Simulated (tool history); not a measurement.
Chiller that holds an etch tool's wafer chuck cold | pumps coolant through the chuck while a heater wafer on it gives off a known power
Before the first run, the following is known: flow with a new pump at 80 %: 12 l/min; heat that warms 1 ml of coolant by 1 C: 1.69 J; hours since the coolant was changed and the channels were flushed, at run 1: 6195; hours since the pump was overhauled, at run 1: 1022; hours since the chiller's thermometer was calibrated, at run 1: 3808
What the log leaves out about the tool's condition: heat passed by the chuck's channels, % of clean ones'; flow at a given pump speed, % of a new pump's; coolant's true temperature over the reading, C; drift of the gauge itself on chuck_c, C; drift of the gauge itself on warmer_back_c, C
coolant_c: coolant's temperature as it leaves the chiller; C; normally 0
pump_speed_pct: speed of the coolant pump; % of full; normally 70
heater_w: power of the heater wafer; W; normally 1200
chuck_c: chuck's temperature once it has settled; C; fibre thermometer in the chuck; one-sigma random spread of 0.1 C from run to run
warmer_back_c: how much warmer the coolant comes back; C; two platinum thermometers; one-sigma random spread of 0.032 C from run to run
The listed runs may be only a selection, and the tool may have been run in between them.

run   hour  coolant_c  pump_speed_pct  heater_w  hours since the coolant was changed and the channels were flushed  hours since the pump was overhauled  hours since the chiller's thermometer was calibrated  chuck_c  warmer_back_c
  1      0          0              70      1200                                                               6195                                 1022                                                  3808     12.4           4.06
       5.2  -- chiller's thermometer calibrated
  2   98.5          0              70      1200                                                               6293                                 1119                                                    93     12.3           4.14
  3  196.8          0              70      1200                                                               6391                                 1218                                                   192     12.5           4.16
  4  242.7          0              70      1200                                                               6437                                 1264                                                   237     12.3           4.21
  5    313          0              70      1200                                                               6507                                 1334                                                   308     12.4           4.18
  6  368.1          5              70      1200                                                               6562                                 1389                                                   363     17.4           4.23
  7  462.3          5              70      1200                                                               6657                                 1483                                                   457     17.5           4.17
  8  535.8          5              70      1200                                                               6730                                 1557                                                   531     17.6            4.2
  9  598.6          4              61       945                                                               6793                                 1620                                                   593     15.3            3.9
 10  653.7          4              61       945                                                               6848                                 1675                                                   649     15.2           3.87
 11  724.9          4              61       945                                                               6919                                 1746                                                   720     15.1           3.83
 12  811.1          0              70       663                                                               7005                                 1832                                                   806      6.8           2.37
 13  863.8          0              70       663                                                               7058                                 1885                                                   859        7           2.41

4 options for the next run, each taken on its own from the tool as it stands now. Forecast them:
  A  925.1         -1              70      1200                                                               7119                                 1946                                                   920        ?              ?
  B  925.1          0              75      1372                                                               7119                                 1946                                                   920        ?              ?
  C  925.1          1              73      1200                                                               7119                                 1946                                                   920        ?              ?
  D  925.1         -5              70      1715                                                               7119                                 1946                                                   920        ?              ?

run  chuck_c  warmer_back_c
  A     11.4           4.21
  B     13.3           4.49
  C     12.8           4.08
  D     12.7           5.99
The same runs, with their run-to-run variation unchanged, on a tool lacking any hidden condition would have given:
run  chuck_c  warmer_back_c
  A     11.4           4.07
  B     13.3           4.35
  C     12.8           3.94
  D     12.7           5.84
